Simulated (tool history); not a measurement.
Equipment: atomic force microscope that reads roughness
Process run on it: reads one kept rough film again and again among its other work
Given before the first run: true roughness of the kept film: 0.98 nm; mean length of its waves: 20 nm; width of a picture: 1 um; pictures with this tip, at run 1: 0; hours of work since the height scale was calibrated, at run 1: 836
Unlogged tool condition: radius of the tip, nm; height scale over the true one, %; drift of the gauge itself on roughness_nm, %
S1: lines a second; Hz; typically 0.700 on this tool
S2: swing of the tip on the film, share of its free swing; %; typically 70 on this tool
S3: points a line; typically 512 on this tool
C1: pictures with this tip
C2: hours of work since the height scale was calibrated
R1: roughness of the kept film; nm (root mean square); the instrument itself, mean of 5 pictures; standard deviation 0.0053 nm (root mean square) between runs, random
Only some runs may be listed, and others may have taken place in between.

run	hour	S1	S2	S3	C1	C2	R1
1	0.0	0.700	70	512	0	836	0.886
# hour 40.1: new tip fitted
2	46.2	0.700	70	512	14	866	0.872
# hour 83.9: new tip fitted
3	94.5	0.700	60	512	24	897	0.868
# hour 125.0: new tip fitted
4	155.3	1.848	70	512	68	936	0.738
# hour 166.9: new tip fitted
5	186.2	0.700	70	512	44	956	0.816
# hour 209.8: new tip fitted
6	230.3	2.236	70	512	46	984	0.763
# hour 253.4: new tip fitted
7	275.6	2.236	70	512	50	1013	0.748
# hour 293.1: new tip fitted
8	315.3	0.700	70	512	50	1038	0.814
# hour 336.8: new tip fitted
9	374.6	0.700	70	512	86	1077	0.772
# hour 379.8: new tip fitted
10	401.3	0.700	70	512	49	1094	0.817
# hour 419.5: new tip fitted
11	456.1	0.700	70	512	82	1129	0.787
# hour 462.0: new tip fitted
# hour 504.3: new tip fitted
12	509.6	0.700	70	512	12	1163	0.871
13	536.1	0.700	62	512	72	1180	0.813
# hour 544.1: new tip fitted
# hour 588.4: new tip fitted
14	593.8	1.796	70	512	13	1217	0.820
# hour 628.1: new tip fitted
15	642.4	0.700	70	512	32	1248	0.838
# hour 669.8: new tip fitted
16	695.5	0.700	70	512	58	1282	0.813
# hour 709.9: new tip fitted
17	726.1	0.700	70	512	37	1302	0.847
# hour 751.0: new tip fitted
18	772.4	0.700	70	512	48	1331	0.816
# hour 791.1: new tip fitted
19	822.0	0.997	74	513	70	1363	0.770
# hour 831.0: new tip fitted
20	866.1	1.114	64	511	79	1392	0.759
# hour 871.1: new tip fitted
21	897.1	0.579	70	512	59	1411	0.805
# hour 913.4: new tip fitted
# hour 956.2: new tip fitted
# hour 958.2: height scale calibrated on a step standard
22	958.2	0.579	70	512	2	0	0.876
# hour 1001.4: new tip fitted
23	1011.3	3.037	58	291	22	34	0.779
# hour 1042.6: new tip fitted
24	1044.1	3.037	58	291	3	55	0.816
# hour 1087.1: new tip fitted
25	1092.7	1.228	77	291	12	86	0.784
# hour 1128.8: new tip fitted
26	1131.0	0.700	71	678	5	111	0.865
# hour 1173.6: new tip fitted
27	1187.6	0.700	71	678	31	147	0.826
# hour 1215.2: new tip fitted
28	1217.4	0.700	84	512	5	166	0.821
# hour 1255.2: new tip fitted
29	1258.5	0.855	84	512	7	193	0.802
30	1286.0	0.742	88	555	69	210	0.721
# hour 1298.0: new tip fitted
31	1322.6	0.742	88	555	56	234	0.748
# hour 1340.0: new tip fitted
32	1359.6	0.742	71	711	44	258	0.811
# hour 1380.7: new tip fitted
33	1418.0	0.742	71	711	85	295	0.758
# hour 1421.1: new tip fitted
34	1457.6	0.742	71	711	82	321	0.755
# hour 1462.2: new tip fitted
# hour 1502.8: new tip fitted
35	1502.8	0.742	71	711	0	349	0.872

The same runs without the tool's hidden state, with the same run-to-run variation:
run	R1
1	0.872
2	0.884
3	0.890
4	0.830
5	0.872
6	0.810
7	0.809
8	0.878
9	0.875
10	0.879
11	0.879
12	0.871
13	0.884
14	0.827
15	0.871
16	0.876
17	0.873
18	0.869
19	0.847
20	0.866
21	0.879
22	0.886
23	0.821
24	0.824
25	0.802
26	0.876
27	0.871
28	0.829
29	0.817
30	0.823
31	0.823
32	0.871
33	0.880
34	0.867
35	0.868
